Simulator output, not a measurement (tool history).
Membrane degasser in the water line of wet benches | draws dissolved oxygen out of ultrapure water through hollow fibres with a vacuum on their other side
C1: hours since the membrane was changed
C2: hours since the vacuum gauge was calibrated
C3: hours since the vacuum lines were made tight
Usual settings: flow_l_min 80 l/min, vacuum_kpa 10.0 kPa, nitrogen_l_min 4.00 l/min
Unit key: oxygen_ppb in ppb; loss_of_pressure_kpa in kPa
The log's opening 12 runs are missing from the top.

{"run": 13, "hour": 2441.7, "flow_l_min": 80, "vacuum_kpa": 10.0, "nitrogen_l_min": 4.0, "C1": 5610, "C2": 3992, "C3": 4537, "oxygen_ppb": 320.1, "loss_of_pressure_kpa": 26.23}
{"run": 14, "hour": 2685.7, "flow_l_min": 80, "vacuum_kpa": 10.0, "nitrogen_l_min": 4.0, "C1": 5854, "C2": 4236, "C3": 4781, "oxygen_ppb": 321.8, "loss_of_pressure_kpa": 26.42}
{"run": 15, "hour": 2899.9, "flow_l_min": 80, "vacuum_kpa": 6.7, "nitrogen_l_min": 4.0, "C1": 6069, "C2": 4451, "C3": 4995, "oxygen_ppb": 183.4, "loss_of_pressure_kpa": 26.7}
{"run": 16, "hour": 3188.7, "flow_l_min": 80, "vacuum_kpa": 10.0, "nitrogen_l_min": 2.66, "C1": 6357, "C2": 4739, "C3": 5284, "oxygen_ppb": 441.3, "loss_of_pressure_kpa": 26.78}
{"hour": 3201.6, "done": "vacuum gauge calibrated"}
{"run": 17, "hour": 3455.0, "flow_l_min": 80, "vacuum_kpa": 9.0, "nitrogen_l_min": 2.66, "C1": 6623, "C2": 253, "C3": 5550, "oxygen_ppb": 387.0, "loss_of_pressure_kpa": 26.78}
{"run": 18, "hour": 3598.8, "flow_l_min": 80, "vacuum_kpa": 9.0, "nitrogen_l_min": 2.66, "C1": 6767, "C2": 397, "C3": 5694, "oxygen_ppb": 389.0, "loss_of_pressure_kpa": 26.35}
{"run": 19, "hour": 3860.7, "flow_l_min": 80, "vacuum_kpa": 9.0, "nitrogen_l_min": 2.66, "C1": 7029, "C2": 659, "C3": 5955, "oxygen_ppb": 398.6, "loss_of_pressure_kpa": 27.01}
{"run": 20, "hour": 4057.3, "flow_l_min": 63, "vacuum_kpa": 7.8, "nitrogen_l_min": 3.57, "C1": 7226, "C2": 856, "C3": 6152, "oxygen_ppb": 192.1, "loss_of_pressure_kpa": 21.3}
{"run": 21, "hour": 4184.4, "flow_l_min": 63, "vacuum_kpa": 7.8, "nitrogen_l_min": 3.57, "C1": 7353, "C2": 983, "C3": 6279, "oxygen_ppb": 191.9, "loss_of_pressure_kpa": 20.94}
{"run": 22, "hour": 4351.0, "flow_l_min": 79, "vacuum_kpa": 10.0, "nitrogen_l_min": 2.05, "C1": 7519, "C2": 1149, "C3": 6446, "oxygen_ppb": 537.4, "loss_of_pressure_kpa": 26.49}
{"run": 23, "hour": 4547.5, "flow_l_min": 114, "vacuum_kpa": 6.7, "nitrogen_l_min": 3.45, "C1": 7716, "C2": 1346, "C3": 6642, "oxygen_ppb": 366.7, "loss_of_pressure_kpa": 38.22}
{"hour": 4593.9, "done": "vacuum gauge calibrated, once more"}
{"run": 24, "hour": 4703.6, "flow_l_min": 80, "vacuum_kpa": 7.8, "nitrogen_l_min": 5.55, "C1": 7871, "C2": 110, "C3": 6798, "oxygen_ppb": 176.5, "loss_of_pressure_kpa": 26.81}
{"run": 25, "hour": 4940.1, "flow_l_min": 80, "vacuum_kpa": 7.8, "nitrogen_l_min": 5.55, "C1": 8108, "C2": 346, "C3": 7034, "oxygen_ppb": 176.5, "loss_of_pressure_kpa": 26.8}
{"run": 26, "hour": 5217.6, "flow_l_min": 80, "vacuum_kpa": 7.8, "nitrogen_l_min": 5.55, "C1": 8385, "C2": 624, "C3": 7312, "oxygen_ppb": 177.3, "loss_of_pressure_kpa": 27.06}
{"hour": 5496.1, "done": "seals of the vacuum lines changed"}
{"run": 27, "hour": 5507.3, "flow_l_min": 80, "vacuum_kpa": 10.0, "nitrogen_l_min": 2.5, "C1": 8673, "C2": 911, "C3": 11, "oxygen_ppb": 456.8, "loss_of_pressure_kpa": 26.88}
{"run": 28, "hour": 5633.3, "flow_l_min": 80, "vacuum_kpa": 9.1, "nitrogen_l_min": 8.95, "C1": 8799, "C2": 1037, "C3": 137, "oxygen_ppb": 150.9, "loss_of_pressure_kpa": 26.81}
{"run": 29, "hour": 5843.4, "flow_l_min": 50, "vacuum_kpa": 21.7, "nitrogen_l_min": 2.6, "C1": 9009, "C2": 1248, "C3": 347, "oxygen_ppb": 734.6, "loss_of_pressure_kpa": 16.88}
{"run": 30, "hour": 6068.6, "flow_l_min": 78, "vacuum_kpa": 16.2, "nitrogen_l_min": 2.23, "C1": 9234, "C2": 1473, "C3": 573, "oxygen_ppb": 881.3, "loss_of_pressure_kpa": 26.44}
{"run": 31, "hour": 6289.9, "flow_l_min": 80, "vacuum_kpa": 24.1, "nitrogen_l_min": 8.42, "C1": 9456, "C2": 1694, "C3": 794, "oxygen_ppb": 472.5, "loss_of_pressure_kpa": 27.04}

4 options for the next run, each taken on its own from the tool as it stands now. Forecast them:
{"run": "A", "hour": 6504.8, "flow_l_min": 124, "vacuum_kpa": 17.8, "nitrogen_l_min": 4.0, "C1": 9671, "C2": 1909, "C3": 1009, "oxygen_ppb": "?", "loss_of_pressure_kpa": "?"}
{"run": "B", "hour": 6504.8, "flow_l_min": 80, "vacuum_kpa": 8.8, "nitrogen_l_min": 3.81, "C1": 9671, "C2": 1909, "C3": 1009, "oxygen_ppb": "?", "loss_of_pressure_kpa": "?"}
{"run": "C", "hour": 6504.8, "flow_l_min": 72, "vacuum_kpa": 24.1, "nitrogen_l_min": 2.17, "C1": 9671, "C2": 1909, "C3": 1009, "oxygen_ppb": "?", "loss_of_pressure_kpa": "?"}
{"run": "D", "hour": 6504.8, "flow_l_min": 80, "vacuum_kpa": 6.1, "nitrogen_l_min": 4.0, "C1": 9671, "C2": 1909, "C3": 1009, "oxygen_ppb": "?", "loss_of_pressure_kpa": "?"}

run=A oxygen_ppb=1019.9 loss_of_pressure_kpa=41.95
run=B oxygen_ppb=280.7 loss_of_pressure_kpa=27.43
run=C oxygen_ppb=1265.1 loss_of_pressure_kpa=24.60
run=D oxygen_ppb=157.8 loss_of_pressure_kpa=27.09
What these runs would have given with no unlogged condition in the tool:
run=A oxygen_ppb=996.9 loss_of_pressure_kpa=40.02
run=B oxygen_ppb=275.6 loss_of_pressure_kpa=26.19
run=C oxygen_ppb=1263.5 loss_of_pressure_kpa=23.48
run=D oxygen_ppb=152.5 loss_of_pressure_kpa=25.84
